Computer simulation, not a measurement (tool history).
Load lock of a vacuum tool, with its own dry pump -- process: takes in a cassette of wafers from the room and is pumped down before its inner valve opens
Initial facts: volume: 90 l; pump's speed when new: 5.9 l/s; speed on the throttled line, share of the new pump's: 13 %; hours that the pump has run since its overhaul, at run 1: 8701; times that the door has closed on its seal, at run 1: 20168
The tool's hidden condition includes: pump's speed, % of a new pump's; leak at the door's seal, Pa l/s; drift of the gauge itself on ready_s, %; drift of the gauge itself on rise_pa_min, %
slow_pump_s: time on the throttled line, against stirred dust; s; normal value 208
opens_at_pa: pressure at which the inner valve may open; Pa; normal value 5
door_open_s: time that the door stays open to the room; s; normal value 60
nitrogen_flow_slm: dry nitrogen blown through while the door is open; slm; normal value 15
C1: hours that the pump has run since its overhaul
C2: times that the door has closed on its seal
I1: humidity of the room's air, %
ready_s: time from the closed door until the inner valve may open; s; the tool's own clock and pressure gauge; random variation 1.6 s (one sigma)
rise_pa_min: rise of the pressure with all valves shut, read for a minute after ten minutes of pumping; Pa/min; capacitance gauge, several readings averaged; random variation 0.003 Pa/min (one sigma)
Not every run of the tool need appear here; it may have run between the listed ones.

{"run": 1, "hour": 0.0, "slow_pump_s": 208, "opens_at_pa": 5, "door_open_s": 60, "nitrogen_flow_slm": 15, "C1": 8701, "C2": 20168, "I1": 45.2, "ready_s": 358.4, "rise_pa_min": 0.077}
{"run": 2, "hour": 238.5, "slow_pump_s": 208, "opens_at_pa": 5, "door_open_s": 39, "nitrogen_flow_slm": 15, "C1": 8940, "C2": 20831, "I1": 44, "ready_s": 356.5, "rise_pa_min": 0.068}
{"run": 3, "hour": 420.7, "slow_pump_s": 208, "opens_at_pa": 5, "door_open_s": 39, "nitrogen_flow_slm": 15, "C1": 9122, "C2": 21336, "I1": 46.2, "ready_s": 357.1, "rise_pa_min": 0.07}
{"run": 4, "hour": 701.8, "slow_pump_s": 208, "opens_at_pa": 5, "door_open_s": 39, "nitrogen_flow_slm": 15, "C1": 9403, "C2": 22117, "I1": 47.3, "ready_s": 356.3, "rise_pa_min": 0.072}
{"run": 5, "hour": 850.4, "slow_pump_s": 208, "opens_at_pa": 5, "door_open_s": 39, "nitrogen_flow_slm": 15, "C1": 9552, "C2": 22530, "I1": 40.7, "ready_s": 356.5, "rise_pa_min": 0.064}
{"run": 6, "hour": 1174.6, "slow_pump_s": 208, "opens_at_pa": 5, "door_open_s": 60, "nitrogen_flow_slm": 16, "C1": 9876, "C2": 23430, "I1": 41.6, "ready_s": 358.4, "rise_pa_min": 0.077}
{"run": 7, "hour": 1448.7, "slow_pump_s": 208, "opens_at_pa": 5, "door_open_s": 60, "nitrogen_flow_slm": 16, "C1": 10150, "C2": 24191, "I1": 47.8, "ready_s": 361.1, "rise_pa_min": 0.089}
{"run": 8, "hour": 1803.4, "slow_pump_s": 208, "opens_at_pa": 5, "door_open_s": 60, "nitrogen_flow_slm": 16, "C1": 10505, "C2": 25177, "I1": 46.6, "ready_s": 362.7, "rise_pa_min": 0.09}
{"run": 9, "hour": 2125.5, "slow_pump_s": 208, "opens_at_pa": 5, "door_open_s": 60, "nitrogen_flow_slm": 15, "C1": 10827, "C2": 26071, "I1": 46.3, "ready_s": 362.4, "rise_pa_min": 0.094}
{"run": 10, "hour": 2433.9, "slow_pump_s": 132, "opens_at_pa": 5, "door_open_s": 60, "nitrogen_flow_slm": 15, "C1": 11135, "C2": 26928, "I1": 43.7, "ready_s": 297, "rise_pa_min": 0.09}
{"run": 11, "hour": 2681.8, "slow_pump_s": 132, "opens_at_pa": 5, "door_open_s": 60, "nitrogen_flow_slm": 15, "C1": 11383, "C2": 27616, "I1": 45.7, "ready_s": 299.4, "rise_pa_min": 0.093}
{"run": 12, "hour": 2930.3, "slow_pump_s": 343, "opens_at_pa": 5, "door_open_s": 60, "nitrogen_flow_slm": 15, "C1": 11631, "C2": 28307, "I1": 43.8, "ready_s": 477.2, "rise_pa_min": 0.099}
{"run": 13, "hour": 3276.9, "slow_pump_s": 208, "opens_at_pa": 9, "door_open_s": 60, "nitrogen_flow_slm": 6, "C1": 11978, "C2": 29269, "I1": 42.5, "ready_s": 350.4, "rise_pa_min": 0.103}
{"run": 14, "hour": 3600.3, "slow_pump_s": 271, "opens_at_pa": 5, "door_open_s": 60, "nitrogen_flow_slm": 35, "C1": 12301, "C2": 30167, "I1": 42.8, "ready_s": 417.3, "rise_pa_min": 0.088}
{"hour": 3804.4, "done": "dry pump taken out, an overhauled one fitted"}
{"run": 15, "hour": 3831.3, "slow_pump_s": 295, "opens_at_pa": 8, "door_open_s": 60, "nitrogen_flow_slm": 11, "C1": 27, "C2": 30792, "I1": 42.1, "ready_s": 405.1, "rise_pa_min": 0.106}
{"run": 16, "hour": 4182.6, "slow_pump_s": 295, "opens_at_pa": 10, "door_open_s": 208, "nitrogen_flow_slm": 10, "C1": 378, "C2": 31768, "I1": 46.7, "ready_s": 400.1, "rise_pa_min": 0.181}
{"run": 17, "hour": 4465.9, "slow_pump_s": 295, "opens_at_pa": 10, "door_open_s": 208, "nitrogen_flow_slm": 10, "C1": 661, "C2": 32555, "I1": 43.5, "ready_s": 399.6, "rise_pa_min": 0.17}
{"run": 18, "hour": 4656.0, "slow_pump_s": 295, "opens_at_pa": 10, "door_open_s": 208, "nitrogen_flow_slm": 10, "C1": 852, "C2": 33083, "I1": 43, "ready_s": 403, "rise_pa_min": 0.172}
{"run": 19, "hour": 4952.3, "slow_pump_s": 295, "opens_at_pa": 10, "door_open_s": 208, "nitrogen_flow_slm": 10, "C1": 1148, "C2": 33906, "I1": 41.9, "ready_s": 396.8, "rise_pa_min": 0.176}
{"run": 20, "hour": 5154.8, "slow_pump_s": 295, "opens_at_pa": 10, "door_open_s": 208, "nitrogen_flow_slm": 10, "C1": 1350, "C2": 34468, "I1": 46.9, "ready_s": 397.4, "rise_pa_min": 0.191}
{"run": 21, "hour": 5379.0, "slow_pump_s": 208, "opens_at_pa": 5, "door_open_s": 33, "nitrogen_flow_slm": 15, "C1": 1575, "C2": 35091, "I1": 44.9, "ready_s": 339.6, "rise_pa_min": 0.1}

Describe how what the log doesn't record of the tool's condition differs between the last listed run preceding each entry between runs and the first listed run following it.
Between runs 14 and 15: dry pump taken out, an overhauled one fitted (hour 3804.4)
  pump's speed, % of a new pump's: 79.3 -> 99.7; leak at the door's seal, Pa l/s: 0.0848 -> 0.0873
  difference, measured minus the result without the unlogged condition, ready_s: +30.9 -> +0.3 s; rise_pa_min: +0.056 -> +0.057 Pa/min
